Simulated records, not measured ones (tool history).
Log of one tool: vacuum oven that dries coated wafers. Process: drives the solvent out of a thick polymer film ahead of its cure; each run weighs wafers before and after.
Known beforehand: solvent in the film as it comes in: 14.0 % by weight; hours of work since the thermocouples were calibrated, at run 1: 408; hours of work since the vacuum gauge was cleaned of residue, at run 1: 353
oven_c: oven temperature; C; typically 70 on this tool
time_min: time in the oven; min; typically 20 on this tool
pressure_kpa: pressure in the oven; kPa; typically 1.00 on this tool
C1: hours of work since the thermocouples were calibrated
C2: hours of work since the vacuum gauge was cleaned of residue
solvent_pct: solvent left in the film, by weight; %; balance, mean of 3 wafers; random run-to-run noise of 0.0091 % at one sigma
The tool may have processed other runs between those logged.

Run 1, hour 0.0: usual settings; C1 408; C2 353. Result: solvent_pct 0.916 %.
Run 2, hour 14.6: usual settings; C1 416; C2 361. Result: solvent_pct 0.913 %.
Run 3, hour 25.3: usual settings but pressure_kpa 1.62 kPa; C1 422; C2 367. Result: solvent_pct 1.219 %.
Run 4, hour 33.6: usual settings but time_min 10 min; C1 426; C2 371. Result: solvent_pct 2.479 %.
Run 5, hour 49.5: usual settings but time_min 10 min; C1 435; C2 380. Result: solvent_pct 2.487 %.
Run 6, hour 58.5: usual settings but pressure_kpa 2.83 kPa; C1 440; C2 385. Result: solvent_pct 1.827 %.
Run 7, hour 74.5: usual settings but oven_c 57 C; C1 448; C2 393. Result: solvent_pct 3.612 %.
Run 8, hour 91.4: usual settings but oven_c 58 C, time_min 22 min; C1 457; C2 402. Result: solvent_pct 2.991 %.
Run 9, hour 101.2: usual settings but time_min 23 min, pressure_kpa 0.90 kPa; C1 462; C2 408. Result: solvent_pct 0.728 %.
Run 10, hour 120.0: usual settings but oven_c 64 C, time_min 11 min, pressure_kpa 0.54 kPa; C1 472; C2 418. Result: solvent_pct 3.518 %.
Run 11, hour 139.5: usual settings but oven_c 61 C, time_min 12 min, pressure_kpa 1.18 kPa; C1 483; C2 428. Result: solvent_pct 4.404 %.

Branching from run 11: 4 alternative next runs. What would each branch give?
Run A, hour 159.5: usual settings but oven_c 60 C, pressure_kpa 3.21 kPa; C1 494; C2 439. Result: solvent_pct ?.
Run B, hour 159.5: usual settings but oven_c 59 C, time_min 27 min, pressure_kpa 1.90 kPa; C1 494; C2 439. Result: solvent_pct ?.
Run C, hour 159.5: usual settings but pressure_kpa 2.18 kPa; C1 494; C2 439. Result: solvent_pct ?.
Run D, hour 159.5: usual settings but oven_c 75 C, time_min 10 min, pressure_kpa 1.18 kPa; C1 494; C2 439. Result: solvent_pct ?.

run  solvent_pct
  A        4.232
  B        2.787
  C        1.486
  D        1.490
The same runs, with their run-to-run variation unchanged, on a tool lacking any hidden condition would have given:
run  solvent_pct
  A        4.550
  B        3.025
  C        1.594
  D        1.678

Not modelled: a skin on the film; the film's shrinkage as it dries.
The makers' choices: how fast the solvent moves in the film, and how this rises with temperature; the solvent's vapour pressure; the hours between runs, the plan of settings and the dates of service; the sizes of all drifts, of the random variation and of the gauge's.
